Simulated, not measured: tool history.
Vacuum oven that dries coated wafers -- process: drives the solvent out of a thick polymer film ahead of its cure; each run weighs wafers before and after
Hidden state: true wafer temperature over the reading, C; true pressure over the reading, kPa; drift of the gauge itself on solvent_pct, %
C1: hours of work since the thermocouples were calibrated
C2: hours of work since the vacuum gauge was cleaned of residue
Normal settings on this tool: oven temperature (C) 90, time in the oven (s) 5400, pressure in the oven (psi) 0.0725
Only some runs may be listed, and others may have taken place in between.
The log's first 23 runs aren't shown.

run 24 hour=510.8 | oven_temperature_(C)=97 time_in_the_oven_(s)=5400 pressure_in_the_oven_(psi)=0.0896 | C1=59 C2=275 | solvent_left_in_the_film_(%)=1.77
run 25 hour=530.5 | oven_temperature_(C)=97 time_in_the_oven_(s)=5400 pressure_in_the_oven_(psi)=0.0896 | C1=69 C2=284 | solvent_left_in_the_film_(%)=1.75
run 26 hour=556.9 | oven_temperature_(C)=103 time_in_the_oven_(s)=5400 pressure_in_the_oven_(psi)=0.0725 | C1=82 C2=298 | solvent_left_in_the_film_(%)=0.99
run 27 hour=580.7 | oven_temperature_(C)=103 time_in_the_oven_(s)=5400 pressure_in_the_oven_(psi)=0.0725 | C1=94 C2=310 | solvent_left_in_the_film_(%)=1.03
run 28 hour=611.7 | oven_temperature_(C)=103 time_in_the_oven_(s)=5400 pressure_in_the_oven_(psi)=0.0725 | C1=110 C2=325 | solvent_left_in_the_film_(%)=1.04
run 29 hour=636.6 | oven_temperature_(C)=103 time_in_the_oven_(s)=4440 pressure_in_the_oven_(psi)=0.0397 | C1=122 C2=338 | solvent_left_in_the_film_(%)=1.38
run 30 hour=669.6 | oven_temperature_(C)=89 time_in_the_oven_(s)=3480 pressure_in_the_oven_(psi)=0.1273 | C1=139 C2=354 | solvent_left_in_the_film_(%)=4.69
run 31 hour=703.1 | oven_temperature_(C)=87 time_in_the_oven_(s)=6420 pressure_in_the_oven_(psi)=0.1102 | C1=156 C2=371 | solvent_left_in_the_film_(%)=2.84
run 32 hour=738.3 | oven_temperature_(C)=95 time_in_the_oven_(s)=6600 pressure_in_the_oven_(psi)=0.0482 | C1=173 C2=389 | solvent_left_in_the_film_(%)=1.41
run 33 hour=772.5 | oven_temperature_(C)=95 time_in_the_oven_(s)=6600 pressure_in_the_oven_(psi)=0.0482 | C1=191 C2=406 | solvent_left_in_the_film_(%)=1.42
run 34 hour=797.9 | oven_temperature_(C)=95 time_in_the_oven_(s)=6600 pressure_in_the_oven_(psi)=0.0482 | C1=203 C2=419 | solvent_left_in_the_film_(%)=1.40
run 35 hour=822.0 | oven_temperature_(C)=95 time_in_the_oven_(s)=6600 pressure_in_the_oven_(psi)=0.0482 | C1=215 C2=431 | solvent_left_in_the_film_(%)=1.37
run 36 hour=839.2 | oven_temperature_(C)=95 time_in_the_oven_(s)=6600 pressure_in_the_oven_(psi)=0.0482 | C1=224 C2=440 | solvent_left_in_the_film_(%)=1.40
run 37 hour=869.6 | oven_temperature_(C)=95 time_in_the_oven_(s)=6600 pressure_in_the_oven_(psi)=0.0482 | C1=239 C2=455 | solvent_left_in_the_film_(%)=1.40
run 38 hour=889.1 | oven_temperature_(C)=95 time_in_the_oven_(s)=6600 pressure_in_the_oven_(psi)=0.0482 | C1=249 C2=465 | solvent_left_in_the_film_(%)=1.38
run 39 hour=923.2 | oven_temperature_(C)=100 time_in_the_oven_(s)=5400 pressure_in_the_oven_(psi)=0.1186 | C1=266 C2=482 | solvent_left_in_the_film_(%)=1.53
run 40 hour=955.3 | oven_temperature_(C)=100 time_in_the_oven_(s)=3240 pressure_in_the_oven_(psi)=0.1186 | C1=282 C2=498 | solvent_left_in_the_film_(%)=3.19
run 41 hour=983.2 | oven_temperature_(C)=100 time_in_the_oven_(s)=8280 pressure_in_the_oven_(psi)=0.0455 | C1=297 C2=512 | solvent_left_in_the_film_(%)=0.53
run 42 hour=1018.9 | oven_temperature_(C)=100 time_in_the_oven_(s)=8280 pressure_in_the_oven_(psi)=0.0455 | C1=314 C2=530 | solvent_left_in_the_film_(%)=0.55
run 43 hour=1035.7 | oven_temperature_(C)=91 time_in_the_oven_(s)=4500 pressure_in_the_oven_(psi)=0.0722 | C1=323 C2=538 | solvent_left_in_the_film_(%)=3.34
run 44 hour=1061.7 | oven_temperature_(C)=91 time_in_the_oven_(s)=4500 pressure_in_the_oven_(psi)=0.0722 | C1=336 C2=552 | solvent_left_in_the_film_(%)=3.36
run 45 hour=1083.5 | oven_temperature_(C)=91 time_in_the_oven_(s)=4500 pressure_in_the_oven_(psi)=0.0722 | C1=347 C2=563 | solvent_left_in_the_film_(%)=3.36
run 46 hour=1112.3 | oven_temperature_(C)=91 time_in_the_oven_(s)=4500 pressure_in_the_oven_(psi)=0.0722 | C1=361 C2=577 | solvent_left_in_the_film_(%)=3.32

Predict each of these 3 candidate next runs independently; none follows another, all start after run 46:
run A hour=1133.7 | oven_temperature_(C)=101 time_in_the_oven_(s)=4200 pressure_in_the_oven_(psi)=0.0725 | C1=372 C2=588 | solvent_left_in_the_film_(%)=?
run B hour=1133.7 | oven_temperature_(C)=91 time_in_the_oven_(s)=2820 pressure_in_the_oven_(psi)=0.1971 | C1=372 C2=588 | solvent_left_in_the_film_(%)=?
run C hour=1133.7 | oven_temperature_(C)=101 time_in_the_oven_(s)=5400 pressure_in_the_oven_(psi)=0.1817 | C1=372 C2=588 | solvent_left_in_the_film_(%)=?

run=A solvent_left_in_the_film_(%)=1.95
run=B solvent_left_in_the_film_(%)=5.39
run=C solvent_left_in_the_film_(%)=1.65
With the hidden condition removed and each run's random variation left untouched, the same runs would have given:
run=A solvent_left_in_the_film_(%)=1.92
run=B solvent_left_in_the_film_(%)=5.35
run=C solvent_left_in_the_film_(%)=1.61

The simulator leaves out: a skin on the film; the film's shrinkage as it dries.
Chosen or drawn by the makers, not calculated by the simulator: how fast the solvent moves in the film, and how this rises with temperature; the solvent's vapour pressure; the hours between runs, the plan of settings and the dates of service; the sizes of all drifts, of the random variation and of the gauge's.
